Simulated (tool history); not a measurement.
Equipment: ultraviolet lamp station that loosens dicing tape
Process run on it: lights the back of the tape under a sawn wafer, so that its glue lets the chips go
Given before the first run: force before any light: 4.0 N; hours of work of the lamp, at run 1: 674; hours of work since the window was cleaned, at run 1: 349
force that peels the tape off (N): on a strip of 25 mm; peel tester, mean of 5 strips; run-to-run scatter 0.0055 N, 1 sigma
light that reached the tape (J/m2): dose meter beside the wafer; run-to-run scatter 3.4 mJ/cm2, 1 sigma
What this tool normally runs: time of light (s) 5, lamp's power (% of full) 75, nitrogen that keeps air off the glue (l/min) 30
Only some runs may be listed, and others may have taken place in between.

run	hour	time of light (s)	lamp's power (% of full)	nitrogen that keeps air off the glue (l/min)	hours of work of the lamp	hours of work since the window was cleaned	force that peels the tape off (N)	light that reached the tape (J/m2)
1	0.0	5	75	30	674	349	0.212	4230
2	32.3	5	83	30	694	369	0.157	4690
3	65.1	5	75	30	714	389	0.223	4180
4	99.4	2	75	30	736	411	1.195	1650
5	118.2	2	75	30	747	422	1.181	1680
6	154.8	5	75	43	770	445	0.201	4110
7	188.2	5	75	30	791	466	0.239	4040
8	223.2	5	75	38	813	488	0.207	3970
9	248.9	2	90	16	829	504	1.193	1900
10	286.0	2	90	16	852	527	1.215	1860
# hour 299.7: window cleaned of glue's vapour
11	304.0	2	90	16	863	3	0.993	2190
12	344.3	2	90	16	888	28	1.049	2130
13	366.3	7	90	15	902	41	0.099	7350
14	389.2	3	98	24	916	56	0.383	3350

Each run again, without the hidden state but with its own random variation kept:
The hidden state here: lamp's light, % of a new lamp's; light that the window lets through, % of a clean one's; drift of the gauge itself on peel_n, %; drift of the gauge itself on dose_mj_cm2, %.
run	force that peels the tape off (N)	light that reached the tape (J/m2)
1	0.122	5380
2	0.089	6030
3	0.123	5430
4	0.830	2170
5	0.809	2200
6	0.105	5470
7	0.120	5450
8	0.094	5420
9	0.770	2610
10	0.772	2590
11	0.750	2650
12	0.779	2620
13	0.076	9100
14	0.234	4180

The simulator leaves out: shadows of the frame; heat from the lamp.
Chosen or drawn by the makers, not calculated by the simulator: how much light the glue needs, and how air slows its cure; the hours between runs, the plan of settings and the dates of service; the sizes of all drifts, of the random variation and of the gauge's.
